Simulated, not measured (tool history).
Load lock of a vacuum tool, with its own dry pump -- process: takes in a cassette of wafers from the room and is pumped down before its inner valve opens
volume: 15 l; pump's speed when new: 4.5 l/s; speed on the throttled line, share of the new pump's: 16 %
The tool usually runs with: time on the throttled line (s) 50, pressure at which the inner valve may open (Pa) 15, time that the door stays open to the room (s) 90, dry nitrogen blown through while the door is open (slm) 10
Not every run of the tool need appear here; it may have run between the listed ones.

run	hour	time on the throttled line (s)	pressure at which the inner valve may open (Pa)	time that the door stays open to the room (s)	dry nitrogen blown through while the door is open (slm)	incoming humidity of the room's air, %	time from the closed door until the inner valve may open (s)	rise of the pressure with all valves shut (Pa/min)
1	0	50	15	90	10	44.9	72.7	0.129
2	131.7	50	15	90	10	43.6	72.7	0.125
3	321.9	50	19	90	10	43	71.8	0.122
4	502.8	50	19	90	10	48.5	71.8	0.141
5	694.1	50	15	90	10	44	73	0.128
6	936.6	50	15	213	10	45	72.6	0.213
7	1063.3	50	15	213	10	43.7	72.6	0.21
8	1337.8	50	15	213	10	45	73.1	0.213
9	1571.1	50	15	213	10	45.7	72.9	0.216
10	1823.9	50	15	90	10	45.3	72.7	0.137
11	2016.8	50	13	52	7	47.6	73.3	0.118
12	2276.1	46	15	114	10	42.1	69.8	0.147
13	2441	46	15	114	10	47.8	69.6	0.164
14	2583.6	66	15	90	10	45.1	86.2	0.139
15	2860.5	66	15	90	10	44.2	86.3	0.139
16	3021.1	66	22	75	10	43.5	84.8	0.125
17	3207	54	15	90	10	45.9	76	0.147
18	3326.3	54	15	90	10	44.6	76.5	0.138
19	3476.9	91	15	90	18	43.5	107.1	0.12
20	3617.2	91	15	90	18	46.4	106.8	0.127

Some steps in time from the closed door until the inner valve may open (s), run to run, broken into two amounts with sign: the step expected even without the hidden condition (settings, incoming material, random variation), and the rest, left for the hidden condition together with whatever gauge scatter is not in both the measured and the hidden-condition-free result:
Hidden state at play: pump's speed, % of a new pump's; leak at the door's seal, Pa l/s; drift of the gauge itself on ready_s, %; drift of the gauge itself on rise_pa_min, %.
Run 13 -> 14: time on the throttled line (s) 46 -> 66, time that the door stays open to the room (s) 114 -> 90. time from the closed door until the inner valve may open (s) +16.6: hidden state -0.3, all else +16.9.
Run 16 -> 17: time on the throttled line (s) 66 -> 54, pressure at which the inner valve may open (Pa) 22 -> 15, time that the door stays open to the room (s) 75 -> 90. time from the closed door until the inner valve may open (s) -8.8: hidden state +0.4, all else -9.2.
Run 18 -> 19: time on the throttled line (s) 54 -> 91, dry nitrogen blown through while the door is open (slm) 10 -> 18. time from the closed door until the inner valve may open (s) +30.6: hidden state -0.5, all else +31.1.
